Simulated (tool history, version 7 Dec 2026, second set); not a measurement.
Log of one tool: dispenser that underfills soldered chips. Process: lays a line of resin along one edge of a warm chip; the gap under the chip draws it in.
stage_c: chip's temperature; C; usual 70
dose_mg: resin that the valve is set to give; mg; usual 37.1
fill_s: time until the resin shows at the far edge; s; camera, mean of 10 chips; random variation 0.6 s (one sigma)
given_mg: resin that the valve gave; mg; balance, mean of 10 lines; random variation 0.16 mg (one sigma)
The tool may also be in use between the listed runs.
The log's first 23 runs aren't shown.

At hour 131.3: new syringe of resin.
Run 24, hour 132.8: usual settings but stage_c 61 C, dose_mg 35.8 mg. Result: fill_s 92 s, given_mg 34.29 mg.
Run 25, hour 138.1: usual settings but stage_c 61 C, dose_mg 35.8 mg. Result: fill_s 118.7 s, given_mg 33.94 mg.
Run 26, hour 142.2: usual settings but stage_c 71 C, dose_mg 39.3 mg. Result: fill_s 85.3 s, given_mg 37.03 mg.
At hour 150: new syringe of resin.
Run 27, hour 150: usual settings but stage_c 72 C, dose_mg 42 mg. Result: fill_s 50.1 s, given_mg 39.99 mg.
Run 28, hour 154.3: usual settings but stage_c 72 C, dose_mg 42 mg. Result: fill_s 63 s, given_mg 39.83 mg.
Run 29, hour 161.6: usual settings but dose_mg 46.4 mg. Result: fill_s 92.6 s, given_mg 43.6 mg.
Run 30, hour 167.2: usual settings but stage_c 83 C, dose_mg 31.8 mg. Result: fill_s 66.2 s, given_mg 30.25 mg.
At hour 169: new syringe of resin.
Run 31, hour 175.1: usual settings but stage_c 83 C, dose_mg 35.6 mg. Result: fill_s 40.8 s, given_mg 33.34 mg.
Run 32, hour 180.6: usual settings but stage_c 83 C, dose_mg 35.6 mg. Result: fill_s 50.7 s, given_mg 33.37 mg.
Run 33, hour 186.7: usual settings but dose_mg 36.7 mg. Result: fill_s 128 s, given_mg 34.36 mg.
At hour 187.9: new syringe of resin.
At hour 193: dispensing valve cleaned and set on the balance.
Run 34, hour 193.4: usual settings but stage_c 73 C, dose_mg 34 mg. Result: fill_s 60 s, given_mg 33.86 mg.
Run 35, hour 197.4: usual settings but stage_c 68 C, dose_mg 33.7 mg. Result: fill_s 93.5 s, given_mg 33.51 mg.

Forecast each of these 5 alternatives for the next run:
Run A, hour 204.1: usual settings but stage_c 79 C, dose_mg 44.9 mg. Result: fill_s ?, given_mg ?.
Run B, hour 204.1: usual settings but stage_c 56 C, dose_mg 43.8 mg. Result: fill_s ?, given_mg ?.
Run C, hour 204.1: usual settings but stage_c 63 C. Result: fill_s ?, given_mg ?.
Run D, hour 204.1: usual settings but stage_c 78 C, dose_mg 38.4 mg. Result: fill_s ?, given_mg ?.
Run E, hour 204.1: usual settings but stage_c 68 C, dose_mg 31.6 mg. Result: fill_s ?, given_mg ?.

run  fill_s  given_mg
  A    70.9     44.67
  B   224.3     43.51
  C   158.6     36.78
  D    75.9     38.15
  E   124.9      31.5
Without the tool's hidden state the same runs would have given:
run  fill_s  given_mg
  A    33.4     44.96
  B   104.6     43.79
  C    74.5     37.01
  D    35.9      38.4
  E    58.6      31.7
